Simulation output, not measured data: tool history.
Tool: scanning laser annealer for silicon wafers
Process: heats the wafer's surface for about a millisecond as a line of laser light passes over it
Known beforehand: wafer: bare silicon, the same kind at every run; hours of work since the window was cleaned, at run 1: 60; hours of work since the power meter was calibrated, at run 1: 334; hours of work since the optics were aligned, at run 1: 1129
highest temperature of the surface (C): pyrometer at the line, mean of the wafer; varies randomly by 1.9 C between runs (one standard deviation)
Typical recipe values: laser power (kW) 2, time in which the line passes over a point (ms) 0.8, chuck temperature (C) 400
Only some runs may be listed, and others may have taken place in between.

run	hour	laser power (kW)	time in which the line passes over a point (ms)	chuck temperature (C)	hours of work since the window was cleaned	hours of work since the power meter was calibrated	hours of work since the optics were aligned	highest temperature of the surface (C)
1	0	2	0.8	400	60	334	1129	1110
2	15.1	2	0.8	400	70	344	1140	1109
3	40.5	2	0.75	400	88	362	1157	1082
4	65.4	2	0.75	400	106	380	1175	1081
# hour 93.1: optics aligned, line set to its width
5	100	2	0.75	400	127	400	5	1091
6	113.6	1.793	0.8	400	136	410	14	1037
7	128.8	1.793	0.8	400	147	421	25	1037
8	155.6	2.025	0.8	400	166	440	44	1124
9	171.8	2	0.8	400	177	451	55	1112
10	195.7	2	0.8	400	194	468	72	1113
11	225.7	2	0.8	400	215	489	93	1113
12	239.2	2	0.8	400	224	498	103	1111
13	269.2	2	0.8	400	246	520	124	1111
14	297.5	2	0.8	400	266	539	144	1110
15	328.4	2	0.8	400	287	561	166	1105
16	346.9	2	0.8	400	300	574	179	1106
17	377.4	2	0.8	400	322	596	200	1109
18	390.5	2	0.8	400	331	605	209	1103
19	419.3	2	0.8	400	351	625	230	1106
20	432.3	2	0.8	400	360	634	239	1104
21	457.6	2	0.8	420	378	652	256	1126
22	484.4	2	0.8	420	397	671	275	1124
# hour 489.2: laser's power meter calibrated
23	502.4	2	0.8	420	408	9	286	1123
24	526.2	2	0.8	420	424	26	303	1118
# hour 542.9: laser's power meter calibrated, once more
25	553.9	2	0.8	420	442	8	320	1124
26	581.6	2	0.8	420	461	27	339	1124
27	609.6	1.785	0.8	400	481	47	359	1019
28	639.6	2	0.815	400	502	68	380	1111
29	660.3	2.043	0.591	400	517	83	395	1010
30	676.9	2.043	0.591	400	528	94	407	1010
31	691.2	2.043	0.701	390	538	104	417	1058
32	715.2	2	0.798	422	555	121	433	1122
33	739	1.934	0.813	370	572	138	450	1048
34	769.9	1.934	0.813	370	594	160	472	1049
35	793.1	2.11	0.643	370	610	176	488	1026
36	817.3	2.074	0.869	395	627	193	505	1152
37	831.9	1.83	0.869	400	637	203	516	1060
38	856.2	2.136	0.63	391	654	220	533	1046
39	878.5	2.136	0.63	391	670	236	548	1045
40	891.8	2	0.633	405	679	245	558	1018

Selected run-to-run steps in highest temperature of the surface (C), each split into two signed amounts: the part the tool would show with no hidden state at all (from settings, incoming material and random variation), and the remainder, which goes to the hidden state together with any gauge scatter not common to the measured and the hidden-state-free results:
Hidden state present: light that passes the window, % of a clean one's; laser's true power over the reading, %; width of the line over the set one, %; drift of the gauge itself on peak_c, C.
Run 4 -> 5: optics aligned, line set to its width. highest temperature of the surface (C) +10: hidden state +9, all else +1.
Run 7 -> 8: laser power (kW) 1.793 -> 2.025. highest temperature of the surface (C) +87: hidden state -3, all else +90.
Run 26 -> 27: laser power (kW) 2 -> 1.785, chuck temperature (C) 420 -> 400. highest temperature of the surface (C) -105: hidden state +1, all else -106.
Run 28 -> 29: laser power (kW) 2 -> 2.043, time in which the line passes over a point (ms) 0.815 -> 0.591. highest temperature of the surface (C) -101: hidden state +1, all else -102.
Run 35 -> 36: laser power (kW) 2.11 -> 2.074, time in which the line passes over a point (ms) 0.643 -> 0.869, chuck temperature (C) 370 -> 395. highest temperature of the surface (C) +126: hidden state -4, all else +130.
